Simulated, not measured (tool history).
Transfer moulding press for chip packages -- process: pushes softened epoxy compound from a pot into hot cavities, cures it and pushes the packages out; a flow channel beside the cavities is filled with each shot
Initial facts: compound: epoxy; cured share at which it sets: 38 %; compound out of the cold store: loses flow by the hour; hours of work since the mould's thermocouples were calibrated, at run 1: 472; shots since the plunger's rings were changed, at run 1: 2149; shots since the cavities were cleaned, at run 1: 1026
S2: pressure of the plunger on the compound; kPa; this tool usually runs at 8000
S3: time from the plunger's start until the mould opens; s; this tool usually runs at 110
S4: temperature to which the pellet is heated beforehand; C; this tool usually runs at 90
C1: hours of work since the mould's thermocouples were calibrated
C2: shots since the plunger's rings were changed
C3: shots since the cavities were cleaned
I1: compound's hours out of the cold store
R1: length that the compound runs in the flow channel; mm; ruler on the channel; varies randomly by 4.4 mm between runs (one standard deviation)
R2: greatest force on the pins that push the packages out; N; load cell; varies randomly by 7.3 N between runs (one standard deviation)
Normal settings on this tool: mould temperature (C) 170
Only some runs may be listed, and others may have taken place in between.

Run 1, hour 0: usual settings; C1 472; C2 2149; C3 1026; I1 36.5. Result: R1 474 mm, R2 477 N.
At hour 10: cavities cleaned with cleaning compound and waxed.
Run 2, hour 36.4: usual settings but mould temperature (C) 169; C1 498; C2 2599; C3 341; I1 33.8. Result: R1 489 mm, R2 546 N.
Run 3, hour 66: usual settings but mould temperature (C) 169, S4 82 C; C1 520; C2 2981; C3 723; I1 18.1. Result: R1 521 mm, R2 558 N.
At hour 98.6: cavities cleaned with cleaning compound and waxed.
Run 4, hour 98.6: usual settings but mould temperature (C) 169, S4 82 C; C1 542; C2 3383; C3 0; I1 46.9. Result: R1 442 mm, R2 315 N.
At hour 106.4: mould's thermocouples calibrated.
Run 5, hour 132.6: usual settings but S2 7820 kPa; C1 19; C2 3796; C3 413; I1 13.2. Result: R1 513 mm, R2 420 N.
Run 6, hour 159.6: usual settings; C1 39; C2 4145; C3 762; I1 18. Result: R1 503 mm, R2 444 N.
At hour 191.8: cavities cleaned with cleaning compound and waxed.
At hour 197.1: cavities cleaned with cleaning compound and waxed, once more.
Run 7, hour 200.4: usual settings but S2 9570 kPa; C1 67; C2 4632; C3 42; I1 36.7. Result: R1 496 mm, R2 322 N.
Run 8, hour 234.4: usual settings but S2 9570 kPa; C1 92; C2 5071; C3 481; I1 45.4. Result: R1 477 mm, R2 399 N.
Run 9, hour 259.7: usual settings but mould temperature (C) 163, S2 9570 kPa; C1 110; C2 5397; C3 807; I1 39.6. Result: R1 501 mm, R2 560 N.
At hour 285.7: cavities cleaned with cleaning compound and waxed.
Run 10, hour 285.7: usual settings; C1 128; C2 5715; C3 0; I1 15.7. Result: R1 494 mm, R2 307 N.
Run 11, hour 314.3: usual settings but S2 9570 kPa; C1 149; C2 6084; C3 369; I1 39. Result: R1 482 mm, R2 384 N.
At hour 335.3: plunger's sealing rings changed.
Run 12, hour 355.4: usual settings but S3 101 s; C1 177; C2 258; C3 866; I1 23.3. Result: R1 522 mm, R2 479 N.
Run 13, hour 374.6: usual settings but S3 101 s; C1 191; C2 506; C3 1114; I1 42.2. Result: R1 475 mm, R2 486 N.

The next listed run, before its measurement:
At hour 379.8: cavities cleaned with cleaning compound and waxed.
Run 14, hour 400.1: usual settings but mould temperature (C) 171, S3 125 s, S4 98 C; C1 209; C2 816; C3 261; I1 16.5. Result: R1 ?, R2 ?.

R1: 541 mm
R2: 369 N
The same run, on a tool lacking any hidden state, would have yielded R1 551 mm, R2 303 N.
